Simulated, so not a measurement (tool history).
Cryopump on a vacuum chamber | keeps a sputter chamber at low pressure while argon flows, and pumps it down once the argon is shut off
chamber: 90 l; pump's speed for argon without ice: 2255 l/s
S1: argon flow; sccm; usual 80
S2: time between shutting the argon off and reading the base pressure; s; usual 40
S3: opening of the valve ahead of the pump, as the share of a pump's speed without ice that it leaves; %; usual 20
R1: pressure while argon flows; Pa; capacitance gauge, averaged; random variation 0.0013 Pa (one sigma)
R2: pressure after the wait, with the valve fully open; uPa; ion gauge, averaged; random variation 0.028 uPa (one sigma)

run	hour	S1	S2	S3	R1	R2
1	0	80	40	20	0.3173	1.41
2	21.8	80	40	16	0.3959	1.44
3	52.8	80	40	16	0.3966	1.48
4	100.6	80	40	16	0.3959	1.52
5	134.3	80	40	20	0.3215	1.49
6	157.1	80	40	20	0.3215	1.5
7	188.8	80	40	20	0.3234	1.52
8	221.9	80	40	47	0.1518	1.56
9	249.8	80	40	47	0.1505	1.5
10	292.7	80	40	47	0.153	1.54
11	329.5	80	247	20	0.3267	0.57
12	355.9	41	40	20	0.1685	1.5
13	389.6	53	207	56	0.0889	0.63
14	420.1	80	40	16	0.4032	1.59
15	441.8	80	40	16	0.4026	1.57
16	478.6	69	39	47	0.1348	1.56
17	519.8	69	39	47	0.1351	1.64
18	550.8	69	39	47	0.1375	1.64
19	591.9	54	39	41	0.1204	1.6
20	621	54	39	41	0.1205	1.62
# hour 634.8: pump warmed up, emptied and cooled again
21	653.2	54	39	41	0.0987	1.48
22	699.8	50	40	59	0.0649	1.47
23	727.6	50	40	59	0.065	1.45

Forecast each of these 4 alternatives for the next run:
A	760.7	103	266	43	?	?
B	760.7	50	33	50	?	?
C	760.7	90	42	20	?	?
D	760.7	66	40	15	?	?

run	R1	R2
A	0.1822	0.48
B	0.0769	1.66
C	0.3386	1.43
D	0.3317	1.49
Without the tool's hidden state the same runs would have given:
run	R1	R2
A	0.179	0.29
B	0.0753	1.48
C	0.3358	1.25
D	0.3296	1.3
